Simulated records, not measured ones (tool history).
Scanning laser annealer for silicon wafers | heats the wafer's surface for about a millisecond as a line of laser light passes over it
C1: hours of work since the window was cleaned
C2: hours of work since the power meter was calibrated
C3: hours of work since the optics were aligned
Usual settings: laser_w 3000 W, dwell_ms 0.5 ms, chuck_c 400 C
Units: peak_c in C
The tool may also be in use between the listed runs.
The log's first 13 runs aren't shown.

-- hour=200.8 laser's power meter calibrated
run 14 hour=219.6 | laser_w=3000 dwell_ms=0.5 chuck_c=400 | C1=381 C2=9 C3=218 | peak_c=1113
run 15 hour=238.4 | laser_w=3000 dwell_ms=0.5 chuck_c=400 | C1=390 C2=18 C3=227 | peak_c=1119
run 16 hour=262.4 | laser_w=3254 dwell_ms=0.5 chuck_c=400 | C1=402 C2=30 C3=238 | peak_c=1174
run 17 hour=277.5 | laser_w=3254 dwell_ms=0.5 chuck_c=400 | C1=409 C2=37 C3=246 | peak_c=1170
-- hour=287.7 laser's power meter calibrated, once more
run 18 hour=301 | laser_w=2722 dwell_ms=0.5 chuck_c=400 | C1=419 C2=6 C3=256 | peak_c=1057
run 19 hour=315.1 | laser_w=2722 dwell_ms=0.5 chuck_c=400 | C1=425 C2=13 C3=262 | peak_c=1055
run 20 hour=337.4 | laser_w=2722 dwell_ms=0.5 chuck_c=400 | C1=436 C2=24 C3=273 | peak_c=1047
run 21 hour=350.1 | laser_w=2722 dwell_ms=0.5 chuck_c=400 | C1=442 C2=30 C3=279 | peak_c=1054
run 22 hour=372.9 | laser_w=2710 dwell_ms=0.457 chuck_c=400 | C1=453 C2=41 C3=290 | peak_c=1025
run 23 hour=384.5 | laser_w=2609 dwell_ms=0.425 chuck_c=400 | C1=459 C2=46 C3=296 | peak_c=985
run 24 hour=407 | laser_w=3075 dwell_ms=0.5 chuck_c=400 | C1=470 C2=57 C3=306 | peak_c=1134
run 25 hour=420.4 | laser_w=2885 dwell_ms=0.431 chuck_c=389 | C1=476 C2=64 C3=313 | peak_c=1037
run 26 hour=441.3 | laser_w=2980 dwell_ms=0.562 chuck_c=389 | C1=486 C2=74 C3=323 | peak_c=1138

Forecast run 27:
run 27 hour=461.9 | laser_w=2986 dwell_ms=0.547 chuck_c=389 | C1=496 C2=84 C3=333 | peak_c=?

Run 27 gave peak_c 1131 C.
Without the tool's hidden state the same run would have given peak_c 1147 C.

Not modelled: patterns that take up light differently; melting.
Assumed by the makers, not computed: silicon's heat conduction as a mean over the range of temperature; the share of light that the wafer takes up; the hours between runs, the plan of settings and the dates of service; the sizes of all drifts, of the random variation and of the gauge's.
